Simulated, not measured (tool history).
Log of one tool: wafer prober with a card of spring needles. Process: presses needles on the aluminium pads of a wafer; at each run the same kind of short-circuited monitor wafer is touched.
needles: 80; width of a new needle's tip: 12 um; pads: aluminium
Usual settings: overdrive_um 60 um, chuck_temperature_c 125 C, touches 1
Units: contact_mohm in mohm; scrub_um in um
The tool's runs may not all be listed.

{"run": 1, "hour": 0.0, "overdrive_um": 60, "chuck_temperature_c": 125, "touches": 1, "contact_mohm": 187, "scrub_um": 13.5}
{"hour": 6.6, "done": "tips cleaned on abrasive film"}
{"hour": 14.9, "done": "tips cleaned on abrasive film"}
{"hour": 23.2, "done": "tips cleaned on abrasive film"}
{"hour": 29.8, "done": "tips cleaned on abrasive film"}
{"hour": 38.1, "done": "tips cleaned on abrasive film"}
{"hour": 44.7, "done": "tips cleaned on abrasive film"}
{"hour": 51.4, "done": "tips cleaned on abrasive film"}
{"hour": 59.6, "done": "tips cleaned on abrasive film"}
{"hour": 66.3, "done": "tips cleaned on abrasive film"}
{"hour": 73.3, "done": "tips cleaned on abrasive film"}
{"run": 2, "hour": 73.3, "overdrive_um": 60, "chuck_temperature_c": 125, "touches": 1, "contact_mohm": 187, "scrub_um": 13.25}
{"hour": 81.6, "done": "tips cleaned on abrasive film"}
{"hour": 89.8, "done": "tips cleaned on abrasive film"}
{"hour": 96.5, "done": "tips cleaned on abrasive film"}
{"hour": 104.8, "done": "tips cleaned on abrasive film"}
{"hour": 113.0, "done": "tips cleaned on abrasive film"}
{"hour": 119.7, "done": "tips cleaned on abrasive film"}
{"hour": 120.0, "done": "height of the first contact set anew"}
{"hour": 128.2, "done": "tips cleaned on abrasive film"}
{"hour": 134.9, "done": "tips cleaned on abrasive film"}
{"run": 3, "hour": 140.2, "overdrive_um": 60, "chuck_temperature_c": 125, "touches": 1, "contact_mohm": 221, "scrub_um": 14.12}
{"hour": 141.9, "done": "tips cleaned on abrasive film"}
{"hour": 148.5, "done": "tips cleaned on abrasive film"}
{"hour": 156.8, "done": "tips cleaned on abrasive film"}
{"hour": 163.5, "done": "tips cleaned on abrasive film"}
{"hour": 170.1, "done": "tips cleaned on abrasive film"}
{"hour": 178.4, "done": "tips cleaned on abrasive film"}
{"hour": 186.6, "done": "tips cleaned on abrasive film"}
{"hour": 193.3, "done": "tips cleaned on abrasive film"}
{"run": 4, "hour": 196.8, "overdrive_um": 60, "chuck_temperature_c": 125, "touches": 1, "contact_mohm": 211, "scrub_um": 14.05}
{"hour": 200.2, "done": "tips cleaned on abrasive film"}
{"hour": 206.8, "done": "tips cleaned on abrasive film"}
{"hour": 213.5, "done": "tips cleaned on abrasive film"}
{"hour": 221.8, "done": "tips cleaned on abrasive film"}
{"hour": 230.0, "done": "tips cleaned on abrasive film"}
{"hour": 236.7, "done": "tips cleaned on abrasive film"}
{"hour": 244.9, "done": "tips cleaned on abrasive film"}
{"run": 5, "hour": 251.1, "overdrive_um": 60, "chuck_temperature_c": 125, "touches": 1, "contact_mohm": 225, "scrub_um": 13.88}
{"hour": 252.8, "done": "tips cleaned on abrasive film"}
{"hour": 261.1, "done": "tips cleaned on abrasive film"}
{"hour": 269.4, "done": "tips cleaned on abrasive film"}
{"hour": 277.7, "done": "tips cleaned on abrasive film"}
{"hour": 284.3, "done": "tips cleaned on abrasive film"}
{"run": 6, "hour": 289.7, "overdrive_um": 60, "chuck_temperature_c": 125, "touches": 2, "contact_mohm": 204, "scrub_um": 13.87}
{"hour": 291.4, "done": "tips cleaned on abrasive film"}
{"hour": 299.7, "done": "tips cleaned on abrasive film"}
{"hour": 308.0, "done": "tips cleaned on abrasive film"}
{"hour": 316.3, "done": "tips cleaned on abrasive film"}
{"hour": 322.9, "done": "tips cleaned on abrasive film"}
{"hour": 331.2, "done": "tips cleaned on abrasive film"}
{"hour": 339.4, "done": "tips cleaned on abrasive film"}
{"hour": 347.7, "done": "tips cleaned on abrasive film"}
{"hour": 356.0, "done": "tips cleaned on abrasive film, once more"}
{"run": 7, "hour": 362.0, "overdrive_um": 60, "chuck_temperature_c": 125, "touches": 1, "contact_mohm": 225, "scrub_um": 13.75}
{"hour": 363.7, "done": "tips cleaned on abrasive film"}
{"hour": 372.0, "done": "tips cleaned on abrasive film"}
{"hour": 380.3, "done": "tips cleaned on abrasive film"}
{"hour": 388.6, "done": "tips cleaned on abrasive film"}
{"hour": 395.2, "done": "tips cleaned on abrasive film"}
{"hour": 403.5, "done": "tips cleaned on abrasive film"}
{"hour": 411.7, "done": "tips cleaned on abrasive film"}
{"run": 8, "hour": 414.6, "overdrive_um": 60, "chuck_temperature_c": 66, "touches": 1, "contact_mohm": 204, "scrub_um": 13.56}
{"hour": 419.6, "done": "tips cleaned on abrasive film"}
{"hour": 426.3, "done": "tips cleaned on abrasive film"}
{"hour": 434.5, "done": "tips cleaned on abrasive film"}
{"hour": 441.2, "done": "tips cleaned on abrasive film"}
{"hour": 449.5, "done": "tips cleaned on abrasive film"}
{"hour": 457.7, "done": "tips cleaned on abrasive film"}
{"hour": 464.4, "done": "tips cleaned on abrasive film"}
{"hour": 472.6, "done": "tips cleaned on abrasive film"}
{"run": 9, "hour": 475.3, "overdrive_um": 66, "chuck_temperature_c": 66, "touches": 1, "contact_mohm": 199, "scrub_um": 14.85}
{"hour": 480.3, "done": "tips cleaned on abrasive film"}
{"hour": 488.6, "done": "tips cleaned on abrasive film"}
{"hour": 496.9, "done": "tips cleaned on abrasive film"}
{"hour": 505.2, "done": "tips cleaned on abrasive film"}
{"hour": 513.4, "done": "tips cleaned on abrasive film"}
{"hour": 521.7, "done": "tips cleaned on abrasive film"}
{"hour": 530.0, "done": "tips cleaned on abrasive film"}
{"hour": 536.6, "done": "tips cleaned on abrasive film"}
{"run": 10, "hour": 537.5, "overdrive_um": 60, "chuck_temperature_c": 125, "touches": 1, "contact_mohm": 196, "scrub_um": 13.46}
{"hour": 544.1, "done": "tips cleaned on abrasive film"}
{"hour": 550.8, "done": "tips cleaned on abrasive film"}
{"hour": 559.0, "done": "tips cleaned on abrasive film"}
{"hour": 565.7, "done": "tips cleaned on abrasive film"}
{"hour": 574.0, "done": "tips cleaned on abrasive film"}
{"hour": 580.6, "done": "tips cleaned on abrasive film"}
{"hour": 584.2, "done": "height of the first contact set anew"}
{"run": 11, "hour": 586.6, "overdrive_um": 43, "chuck_temperature_c": 32, "touches": 3, "contact_mohm": 200, "scrub_um": 10.21}
{"hour": 588.3, "done": "tips cleaned on abrasive film"}
{"hour": 595.0, "done": "tips cleaned on abrasive film"}
{"hour": 601.6, "done": "tips cleaned on abrasive film"}
{"hour": 609.9, "done": "tips cleaned on abrasive film"}
{"hour": 618.1, "done": "tips cleaned on abrasive film"}
{"hour": 626.4, "done": "tips cleaned on abrasive film"}
{"hour": 634.7, "done": "tips cleaned on abrasive film"}
{"hour": 643.0, "done": "tips cleaned on abrasive film"}
{"hour": 651.2, "done": "tips cleaned on abrasive film"}
{"run": 12, "hour": 655.8, "overdrive_um": 63, "chuck_temperature_c": 25, "touches": 1, "contact_mohm": 207, "scrub_um": 14.76}

Run 13 comes next. What will it give?
{"hour": 659.2, "done": "tips cleaned on abrasive film"}
{"hour": 665.8, "done": "tips cleaned on abrasive film"}
{"hour": 674.1, "done": "tips cleaned on abrasive film"}
{"hour": 680.7, "done": "tips cleaned on abrasive film"}
{"hour": 689.0, "done": "tips cleaned on abrasive film"}
{"hour": 697.3, "done": "tips cleaned on abrasive film"}
{"hour": 703.9, "done": "tips cleaned on abrasive film"}
{"hour": 712.2, "done": "tips cleaned on abrasive film"}
{"hour": 718.8, "done": "tips cleaned on abrasive film"}
{"run": 13, "hour": 720.4, "overdrive_um": 63, "chuck_temperature_c": 25, "touches": 1, "contact_mohm": "?", "scrub_um": "?"}

contact_mohm: 188 mohm
scrub_um: 14.62 um
Without the tool's hidden state the same run would have given contact_mohm 162 mohm, scrub_um 14.87 um.

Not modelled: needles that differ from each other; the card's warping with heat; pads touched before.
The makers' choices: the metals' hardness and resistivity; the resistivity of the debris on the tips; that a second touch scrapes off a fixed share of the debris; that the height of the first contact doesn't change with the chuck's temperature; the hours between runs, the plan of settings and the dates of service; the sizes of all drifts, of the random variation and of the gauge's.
